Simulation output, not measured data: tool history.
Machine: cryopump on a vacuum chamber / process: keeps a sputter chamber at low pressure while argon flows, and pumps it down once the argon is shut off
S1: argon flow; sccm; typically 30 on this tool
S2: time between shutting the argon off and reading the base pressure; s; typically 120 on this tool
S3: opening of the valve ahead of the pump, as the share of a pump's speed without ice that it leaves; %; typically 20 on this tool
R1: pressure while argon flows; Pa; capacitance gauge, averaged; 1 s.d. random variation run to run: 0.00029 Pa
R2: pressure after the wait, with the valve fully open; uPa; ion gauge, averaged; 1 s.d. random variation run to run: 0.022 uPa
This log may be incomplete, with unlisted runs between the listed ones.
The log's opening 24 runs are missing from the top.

run,hour,S1,S2,S3,R1,R2
25,372.1,55,117,19,0.2451,1.00
26,382.3,13,76,17,0.0647,1.34
27,402.5,54,116,27,0.1716,1.08
28,419.3,54,116,27,0.1723,1.11
29,429.8,19,53,27,0.0601,1.76
30,448.7,30,89,26,0.0992,1.27
31,468.5,21,22,26,0.0697,3.33
32,479.1,21,22,26,0.0696,3.30
33,497.0,38,120,36,0.0927,1.08
34,512.9,30,177,20,0.1291,0.95
# hour 525.3: pump warmed up, emptied and cooled again
35,539.6,32,40,47,0.0571,2.07

3 ways to go on from here, each from the tool as it stands after run 35. What would each give?
A,555.6,15,118,47,?,?
B,555.6,30,188,16,?,?
C,555.6,32,40,27,?,?

run,R1,R2
A,0.0266,1.03
B,0.1557,0.86
C,0.0987,2.00
Take away the tool's hidden state, keep each run's random variation, and the runs would have read:
run,R1,R2
A,0.0263,0.61
B,0.1552,0.44
C,0.0982,1.58
